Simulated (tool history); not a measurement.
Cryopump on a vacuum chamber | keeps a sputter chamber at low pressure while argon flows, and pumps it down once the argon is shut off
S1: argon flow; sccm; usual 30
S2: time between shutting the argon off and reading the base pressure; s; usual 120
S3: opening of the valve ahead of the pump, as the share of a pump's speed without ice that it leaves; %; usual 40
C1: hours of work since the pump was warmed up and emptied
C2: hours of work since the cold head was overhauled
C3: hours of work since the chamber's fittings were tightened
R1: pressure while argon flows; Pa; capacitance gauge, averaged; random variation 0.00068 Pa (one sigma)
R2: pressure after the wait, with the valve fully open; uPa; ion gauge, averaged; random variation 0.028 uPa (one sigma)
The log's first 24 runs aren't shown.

{"run": 25, "day": 20.508, "S1": 17, "S2": 178, "S3": 51, "C1": 602, "C2": 602, "C3": 615, "R1": 0.059, "R2": 1.3}
{"run": 26, "day": 21.596, "S1": 17, "S2": 178, "S3": 51, "C1": 613, "C2": 613, "C3": 627, "R1": 0.0589, "R2": 1.32}
{"run": 27, "day": 22.638, "S1": 20, "S2": 131, "S3": 50, "C1": 624, "C2": 624, "C3": 638, "R1": 0.0704, "R2": 1.5}
{"run": 28, "day": 23.721, "S1": 15, "S2": 120, "S3": 16, "C1": 635, "C2": 635, "C3": 649, "R1": 0.1543, "R2": 1.68}
{"run": 29, "day": 24.55, "S1": 23, "S2": 61, "S3": 58, "C1": 644, "C2": 644, "C3": 657, "R1": 0.0717, "R2": 2.65}
{"run": 30, "day": 25.392, "S1": 14, "S2": 53, "S3": 53, "C1": 653, "C2": 653, "C3": 666, "R1": 0.0472, "R2": 3.0}
{"run": 31, "day": 26.092, "S1": 28, "S2": 72, "S3": 16, "C1": 660, "C2": 660, "C3": 673, "R1": 0.2827, "R2": 2.31}
{"run": 32, "day": 27.121, "S1": 28, "S2": 72, "S3": 16, "C1": 671, "C2": 671, "C3": 684, "R1": 0.2856, "R2": 2.32}
{"run": 33, "day": 28.242, "S1": 28, "S2": 72, "S3": 16, "C1": 682, "C2": 682, "C3": 696, "R1": 0.286, "R2": 2.43}
{"run": 34, "day": 29.025, "S1": 28, "S2": 72, "S3": 16, "C1": 690, "C2": 690, "C3": 704, "R1": 0.286, "R2": 2.41}

3 ways to go on from here, each from the tool as it stands after run 34. What would each give?
{"run": "A", "day": 30.046, "S1": 28, "S2": 47, "S3": 52, "C1": 701, "C2": 701, "C3": 715, "R1": "?", "R2": "?"}
{"run": "B", "day": 30.046, "S1": 28, "S2": 260, "S3": 16, "C1": 701, "C2": 701, "C3": 715, "R1": "?", "R2": "?"}
{"run": "C", "day": 30.046, "S1": 22, "S2": 72, "S3": 35, "C1": 701, "C2": 701, "C3": 715, "R1": "?", "R2": "?"}

run=A R1=0.0986 R2=3.33
run=B R1=0.2842 R2=1.14
run=C R1=0.1085 R2=2.43
Without the tool's hidden state the same runs would have given:
run=A R1=0.0851 R2=2.94
run=B R1=0.2708 R2=0.76
run=C R1=0.0979 R2=2.04

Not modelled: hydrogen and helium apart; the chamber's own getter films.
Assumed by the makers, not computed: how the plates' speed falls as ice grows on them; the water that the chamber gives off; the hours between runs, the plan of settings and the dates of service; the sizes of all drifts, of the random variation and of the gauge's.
